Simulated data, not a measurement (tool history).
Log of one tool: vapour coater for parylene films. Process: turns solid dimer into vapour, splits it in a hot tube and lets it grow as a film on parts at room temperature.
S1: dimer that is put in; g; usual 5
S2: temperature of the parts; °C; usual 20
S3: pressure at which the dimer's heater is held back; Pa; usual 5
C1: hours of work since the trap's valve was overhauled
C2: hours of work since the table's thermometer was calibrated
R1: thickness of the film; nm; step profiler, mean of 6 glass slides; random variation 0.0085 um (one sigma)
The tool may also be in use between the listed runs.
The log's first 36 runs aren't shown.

{"run": 37, "day": 16.75, "S1": 3, "S2": 13, "S3": 4.21, "C1": 155, "C2": 478, "R1": 846}
{"run": 38, "day": 17.317, "S1": 3, "S2": 30, "S3": 4.37, "C1": 165, "C2": 488, "R1": 408}
{"run": 39, "day": 17.85, "S1": 4, "S2": 15, "S3": 2.12, "C1": 175, "C2": 497, "R1": 1151}
{"run": 40, "day": 18.171, "S1": 5, "S2": 19, "S3": 5, "C1": 181, "C2": 503, "R1": 1060}
{"run": 41, "day": 18.746, "S1": 5, "S2": 19, "S3": 5, "C1": 191, "C2": 513, "R1": 1080}
{"run": 42, "day": 19.246, "S1": 5, "S2": 16, "S3": 7.65, "C1": 200, "C2": 522, "R1": 1139}
{"run": 43, "day": 19.671, "S1": 5, "S2": 20, "S3": 6.48, "C1": 207, "C2": 529, "R1": 985}
{"run": 44, "day": 20.271, "S1": 5, "S2": 31, "S3": 2.15, "C1": 218, "C2": 540, "R1": 729}
{"run": 45, "day": 20.733, "S1": 6, "S2": 23, "S3": 9.63, "C1": 226, "C2": 548, "R1": 995}
{"run": 46, "day": 21.183, "S1": 2, "S2": 15, "S3": 2.75, "C1": 234, "C2": 556, "R1": 563}

3 ways to go on from here, each from the tool as it stands after run 46. What would each give?
{"run": "A", "day": 21.446, "S1": 4, "S2": 23, "S3": 2.75, "C1": 239, "C2": 561, "R1": "?"}
{"run": "B", "day": 21.446, "S1": 2, "S2": 14, "S3": 2.75, "C1": 239, "C2": 561, "R1": "?"}
{"run": "C", "day": 21.446, "S1": 3, "S2": 21, "S3": 2.75, "C1": 239, "C2": 561, "R1": "?"}

run=A R1=780
run=B R1=573
run=C R1=638
Without the tool's hidden state the same runs would have given:
run=A R1=784
run=B R1=576
run=C R1=641
